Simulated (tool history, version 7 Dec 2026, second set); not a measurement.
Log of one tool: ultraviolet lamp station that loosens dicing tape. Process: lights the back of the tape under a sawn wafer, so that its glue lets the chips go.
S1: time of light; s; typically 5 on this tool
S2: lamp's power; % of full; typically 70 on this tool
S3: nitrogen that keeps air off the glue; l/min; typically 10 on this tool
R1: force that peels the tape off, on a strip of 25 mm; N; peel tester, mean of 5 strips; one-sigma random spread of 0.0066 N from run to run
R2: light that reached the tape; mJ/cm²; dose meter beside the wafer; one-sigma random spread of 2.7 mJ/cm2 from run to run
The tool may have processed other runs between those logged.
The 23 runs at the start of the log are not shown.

| run | hour | S1 | S2 | S3 | R1 | R2 |
|---|---|---|---|---|---|---|
| 24 | 366.5 | 2 | 85 | 17 | 0.547 | 181 |
| 25 | 381.4 | 5 | 90 | 17 | 0.152 | 472 |
| 26 | 396.5 | 3 | 66 | 11 | 0.493 | 209 |
| 27 | 406.4 | 5 | 88 | 8 | 0.186 | 465 |
| 28 | 417.8 | 5 | 88 | 8 | 0.181 | 465 |
| 29 | 427.6 | 6 | 80 | 10 | 0.153 | 503 |
| 30 | 449.5 | 5 | 73 | 10 | 0.201 | 389 |
| 31 | 464.1 | 5 | 73 | 10 | 0.207 | 389 |
| 32 | 481.3 | 5 | 96 | 3 | 0.257 | 504 |
| 33 | 490.5 | 5 | 96 | 6 | 0.187 | 516 |
| 34 | 508.7 | 9 | 100 | 6 | 0.144 | 949 |
| 35 | 524.2 | 9 | 72 | 6 | 0.156 | 683 |
| 36 | 534.8 | 5 | 70 | 15 | 0.186 | 368 |
|  | 541.2 | window cleaned of glue's vapour |
| 37 | 545.1 | 8 | 70 | 5 | 0.172 | 589 |
| 38 | 564.8 | 2 | 77 | 12 | 0.760 | 168 |
| 39 | 582.2 | 7 | 94 | 20 | 0.151 | 695 |

Alternative continuations, all from the tool just after run 39; predict every row:
| A | 593.6 | 5 | 75 | 6 | ? | ? |
| B | 593.6 | 4 | 71 | 14 | ? | ? |
| C | 593.6 | 9 | 94 | 20 | ? | ? |

| run | R1 | R2 |
|---|---|---|
| A | 0.243 | 402 |
| B | 0.248 | 302 |
| C | 0.159 | 882 |
Without the tool's unlogged condition, the same runs would have read:
| run | R1 | R2 |
|---|---|---|
| A | 0.242 | 402 |
| B | 0.248 | 302 |
| C | 0.159 | 883 |

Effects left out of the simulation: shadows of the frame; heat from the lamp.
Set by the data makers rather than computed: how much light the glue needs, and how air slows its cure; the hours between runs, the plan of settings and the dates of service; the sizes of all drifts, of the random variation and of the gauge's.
